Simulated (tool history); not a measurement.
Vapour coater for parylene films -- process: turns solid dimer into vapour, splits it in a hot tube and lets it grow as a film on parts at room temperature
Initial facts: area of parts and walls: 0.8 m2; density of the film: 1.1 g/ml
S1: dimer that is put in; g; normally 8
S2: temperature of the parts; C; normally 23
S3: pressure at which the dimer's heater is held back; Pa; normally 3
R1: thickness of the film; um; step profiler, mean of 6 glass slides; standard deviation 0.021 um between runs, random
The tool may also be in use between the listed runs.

{"run": 1, "day": 0.0, "S1": 8, "S2": 23, "S3": 3, "R1": 4.51}
{"run": 2, "day": 0.95, "S1": 8, "S2": 23, "S3": 3, "R1": 4.52}
{"run": 3, "day": 1.879, "S1": 8, "S2": 23, "S3": 3, "R1": 4.49}
{"run": 4, "day": 2.896, "S1": 5, "S2": 23, "S3": 3, "R1": 2.81}
{"day": 3.25, "done": "trap's valve overhauled"}
{"run": 5, "day": 3.738, "S1": 13, "S2": 23, "S3": 3, "R1": 7.36}
{"run": 6, "day": 5.079, "S1": 13, "S2": 23, "S3": 3, "R1": 7.37}
{"run": 7, "day": 6.262, "S1": 13, "S2": 23, "S3": 3, "R1": 7.33}
{"run": 8, "day": 6.892, "S1": 13, "S2": 23, "S3": 3, "R1": 7.39}
{"run": 9, "day": 7.983, "S1": 13, "S2": 23, "S3": 3, "R1": 7.41}
{"run": 10, "day": 9.392, "S1": 13, "S2": 23, "S3": 3, "R1": 7.35}
{"run": 11, "day": 10.021, "S1": 5, "S2": 23, "S3": 3, "R1": 2.83}
{"run": 12, "day": 10.692, "S1": 8, "S2": 23, "S3": 3, "R1": 4.58}
{"run": 13, "day": 11.412, "S1": 8, "S2": 23, "S3": 2.66, "R1": 4.63}
{"run": 14, "day": 12.812, "S1": 8, "S2": 23, "S3": 2.66, "R1": 4.68}
{"run": 15, "day": 13.567, "S1": 9, "S2": 20, "S3": 3, "R1": 5.45}
{"run": 16, "day": 14.979, "S1": 11, "S2": 17, "S3": 3, "R1": 7.05}
{"run": 17, "day": 16.392, "S1": 11, "S2": 17, "S3": 3, "R1": 7.12}
{"run": 18, "day": 17.121, "S1": 4, "S2": 21, "S3": 2.16, "R1": 2.54}
{"run": 19, "day": 17.725, "S1": 4, "S2": 21, "S3": 2.16, "R1": 2.5}
{"run": 20, "day": 18.967, "S1": 8, "S2": 33, "S3": 3.55, "R1": 3.65}
{"run": 21, "day": 19.983, "S1": 8, "S2": 23, "S3": 11.83, "R1": 3.63}
{"run": 22, "day": 20.767, "S1": 8, "S2": 23, "S3": 11.83, "R1": 3.64}
{"run": 23, "day": 21.971, "S1": 8, "S2": 23, "S3": 2.46, "R1": 4.73}
{"run": 24, "day": 22.567, "S1": 13, "S2": 22, "S3": 3, "R1": 7.56}
{"run": 25, "day": 23.254, "S1": 13, "S2": 22, "S3": 3, "R1": 7.64}

Run 26, settings as shown, results not yet in. Your forecast:
{"run": 26, "day": 24.188, "S1": 3, "S2": 33, "S3": 3, "R1": "?"}

{"run 26": {"R1": 1.43}}
The same run, on a tool lacking any hidden state, would have yielded R1 1.41 um.
